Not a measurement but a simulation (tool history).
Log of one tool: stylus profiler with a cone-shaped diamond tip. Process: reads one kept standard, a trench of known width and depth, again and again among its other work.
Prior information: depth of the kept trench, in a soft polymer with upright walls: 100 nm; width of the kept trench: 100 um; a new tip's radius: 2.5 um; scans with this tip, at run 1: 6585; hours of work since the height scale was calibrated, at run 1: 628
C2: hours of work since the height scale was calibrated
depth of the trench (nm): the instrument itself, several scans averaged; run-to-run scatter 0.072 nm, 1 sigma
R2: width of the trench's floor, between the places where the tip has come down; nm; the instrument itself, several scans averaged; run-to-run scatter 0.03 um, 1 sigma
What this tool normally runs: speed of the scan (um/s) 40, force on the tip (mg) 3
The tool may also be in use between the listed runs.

run 1 hour=0 | speed_of_the_scan_(um/s)=40 force_on_the_tip_(mg)=3 | scans_with_this_tip=6585 C2=628 | depth_of_the_trench_(nm)=101.86 R2=98400
run 2 hour=33.7 | speed_of_the_scan_(um/s)=40 force_on_the_tip_(mg)=3 | scans_with_this_tip=6772 C2=646 | depth_of_the_trench_(nm)=101.86 R2=98450
run 3 hour=64.9 | speed_of_the_scan_(um/s)=40 force_on_the_tip_(mg)=3 | scans_with_this_tip=6945 C2=662 | depth_of_the_trench_(nm)=101.77 R2=98420
run 4 hour=85.7 | speed_of_the_scan_(um/s)=40 force_on_the_tip_(mg)=3 | scans_with_this_tip=7060 C2=673 | depth_of_the_trench_(nm)=101.8 R2=98460
run 5 hour=122.2 | speed_of_the_scan_(um/s)=40 force_on_the_tip_(mg)=6.24 | scans_with_this_tip=7263 C2=693 | depth_of_the_trench_(nm)=102.97 R2=98500
run 6 hour=146.3 | speed_of_the_scan_(um/s)=40 force_on_the_tip_(mg)=6.24 | scans_with_this_tip=7396 C2=705 | depth_of_the_trench_(nm)=103.02 R2=98510
run 7 hour=174.8 | speed_of_the_scan_(um/s)=40 force_on_the_tip_(mg)=6.24 | scans_with_this_tip=7554 C2=721 | depth_of_the_trench_(nm)=102.83 R2=98470
run 8 hour=199.6 | speed_of_the_scan_(um/s)=40 force_on_the_tip_(mg)=6.24 | scans_with_this_tip=7691 C2=734 | depth_of_the_trench_(nm)=102.86 R2=98490
run 9 hour=237.3 | speed_of_the_scan_(um/s)=40 force_on_the_tip_(mg)=6.24 | scans_with_this_tip=7900 C2=754 | depth_of_the_trench_(nm)=102.97 R2=98500
run 10 hour=275.7 | speed_of_the_scan_(um/s)=40 force_on_the_tip_(mg)=3 | scans_with_this_tip=8113 C2=774 | depth_of_the_trench_(nm)=101.77 R2=98410
run 11 hour=319.9 | speed_of_the_scan_(um/s)=40 force_on_the_tip_(mg)=3 | scans_with_this_tip=8358 C2=797 | depth_of_the_trench_(nm)=101.86 R2=98450
run 12 hour=361.1 | speed_of_the_scan_(um/s)=40 force_on_the_tip_(mg)=3 | scans_with_this_tip=8587 C2=819 | depth_of_the_trench_(nm)=101.83 R2=98410
run 13 hour=386.2 | speed_of_the_scan_(um/s)=40 force_on_the_tip_(mg)=3 | scans_with_this_tip=8726 C2=832 | depth_of_the_trench_(nm)=101.77 R2=98430
run 14 hour=432.5 | speed_of_the_scan_(um/s)=40 force_on_the_tip_(mg)=3 | scans_with_this_tip=8982 C2=857 | depth_of_the_trench_(nm)=101.86 R2=98440
-- hour=441.1 height scale calibrated on a step standard
run 15 hour=470.9 | speed_of_the_scan_(um/s)=40 force_on_the_tip_(mg)=3 | scans_with_this_tip=9192 C2=16 | depth_of_the_trench_(nm)=101.87 R2=98410
run 16 hour=516.8 | speed_of_the_scan_(um/s)=38 force_on_the_tip_(mg)=3 | scans_with_this_tip=9447 C2=40 | depth_of_the_trench_(nm)=101.73 R2=98480
run 17 hour=542.3 | speed_of_the_scan_(um/s)=40 force_on_the_tip_(mg)=1.56 | scans_with_this_tip=9589 C2=54 | depth_of_the_trench_(nm)=101.2 R2=98360
run 18 hour=576.4 | speed_of_the_scan_(um/s)=74 force_on_the_tip_(mg)=3 | scans_with_this_tip=9778 C2=72 | depth_of_the_trench_(nm)=101.81 R2=98350
run 19 hour=621.4 | speed_of_the_scan_(um/s)=155 force_on_the_tip_(mg)=1.88 | scans_with_this_tip=10027 C2=95 | depth_of_the_trench_(nm)=101.2 R2=97850
run 20 hour=643.2 | speed_of_the_scan_(um/s)=155 force_on_the_tip_(mg)=1.88 | scans_with_this_tip=10147 C2=107 | depth_of_the_trench_(nm)=101.29 R2=97920
run 21 hour=684.2 | speed_of_the_scan_(um/s)=42 force_on_the_tip_(mg)=1.35 | scans_with_this_tip=10375 C2=129 | depth_of_the_trench_(nm)=100.98 R2=98350
run 22 hour=720 | speed_of_the_scan_(um/s)=137 force_on_the_tip_(mg)=6.04 | scans_with_this_tip=10573 C2=147 | depth_of_the_trench_(nm)=102.84 R2=98240
run 23 hour=745.7 | speed_of_the_scan_(um/s)=137 force_on_the_tip_(mg)=6.04 | scans_with_this_tip=10716 C2=161 | depth_of_the_trench_(nm)=102.87 R2=98230
run 24 hour=793.9 | speed_of_the_scan_(um/s)=40 force_on_the_tip_(mg)=2.09 | scans_with_this_tip=10983 C2=187 | depth_of_the_trench_(nm)=101.43 R2=98390
run 25 hour=839.3 | speed_of_the_scan_(um/s)=40 force_on_the_tip_(mg)=2.09 | scans_with_this_tip=11235 C2=211 | depth_of_the_trench_(nm)=101.25 R2=98430
run 26 hour=875.1 | speed_of_the_scan_(um/s)=71 force_on_the_tip_(mg)=1.7 | scans_with_this_tip=11433 C2=229 | depth_of_the_trench_(nm)=101.25 R2=98260
run 27 hour=896 | speed_of_the_scan_(um/s)=60 force_on_the_tip_(mg)=1.09 | scans_with_this_tip=11549 C2=241 | depth_of_the_trench_(nm)=100.92 R2=98200
run 28 hour=937.8 | speed_of_the_scan_(um/s)=28 force_on_the_tip_(mg)=7.51 | scans_with_this_tip=11781 C2=263 | depth_of_the_trench_(nm)=103.38 R2=98520
run 29 hour=966.2 | speed_of_the_scan_(um/s)=26 force_on_the_tip_(mg)=3 | scans_with_this_tip=11938 C2=278 | depth_of_the_trench_(nm)=101.81 R2=98540
run 30 hour=993.9 | speed_of_the_scan_(um/s)=26 force_on_the_tip_(mg)=1 | scans_with_this_tip=12092 C2=292 | depth_of_the_trench_(nm)=100.87 R2=98430
run 31 hour=1015.6 | speed_of_the_scan_(um/s)=11 force_on_the_tip_(mg)=1.26 | scans_with_this_tip=12212 C2=304 | depth_of_the_trench_(nm)=100.96 R2=98550
run 32 hour=1037.8 | speed_of_the_scan_(um/s)=11 force_on_the_tip_(mg)=1.26 | scans_with_this_tip=12335 C2=316 | depth_of_the_trench_(nm)=101.04 R2=98530
run 33 hour=1065 | speed_of_the_scan_(um/s)=22 force_on_the_tip_(mg)=2.07 | scans_with_this_tip=12486 C2=330 | depth_of_the_trench_(nm)=101.36 R2=98480
run 34 hour=1111 | speed_of_the_scan_(um/s)=30 force_on_the_tip_(mg)=3.89 | scans_with_this_tip=12741 C2=354 | depth_of_the_trench_(nm)=102.1 R2=98510
run 35 hour=1149.5 | speed_of_the_scan_(um/s)=40 force_on_the_tip_(mg)=1.05 | scans_with_this_tip=12954 C2=375 | depth_of_the_trench_(nm)=100.9 R2=98380
run 36 hour=1195.5 | speed_of_the_scan_(um/s)=40 force_on_the_tip_(mg)=1.05 | scans_with_this_tip=13209 C2=399 | depth_of_the_trench_(nm)=100.99 R2=98320

Predict each of these 5 candidate next runs independently; none follows another, all start after run 36:
run A hour=1224.6 | speed_of_the_scan_(um/s)=89 force_on_the_tip_(mg)=1.63 | scans_with_this_tip=13371 C2=414 | depth_of_the_trench_(nm)=? R2=?
run B hour=1224.6 | speed_of_the_scan_(um/s)=40 force_on_the_tip_(mg)=2.62 | scans_with_this_tip=13371 C2=414 | depth_of_the_trench_(nm)=? R2=?
run C hour=1224.6 | speed_of_the_scan_(um/s)=40 force_on_the_tip_(mg)=8.31 | scans_with_this_tip=13371 C2=414 | depth_of_the_trench_(nm)=? R2=?
run D hour=1224.6 | speed_of_the_scan_(um/s)=43 force_on_the_tip_(mg)=7.22 | scans_with_this_tip=13371 C2=414 | depth_of_the_trench_(nm)=? R2=?
run E hour=1224.6 | speed_of_the_scan_(um/s)=14 force_on_the_tip_(mg)=3 | scans_with_this_tip=13371 C2=414 | depth_of_the_trench_(nm)=? R2=?

run=A depth_of_the_trench_(nm)=101.14 R2=98180
run=B depth_of_the_trench_(nm)=101.6 R2=98450
run=C depth_of_the_trench_(nm)=103.51 R2=98490
run=D depth_of_the_trench_(nm)=103.16 R2=98480
run=E depth_of_the_trench_(nm)=101.81 R2=98590
What these runs would have given with no unlogged condition in the tool:
run=A depth_of_the_trench_(nm)=101.14 R2=98190
run=B depth_of_the_trench_(nm)=101.6 R2=98470
run=C depth_of_the_trench_(nm)=103.5 R2=98510
run=D depth_of_the_trench_(nm)=103.15 R2=98490
run=E depth_of_the_trench_(nm)=101.81 R2=98600
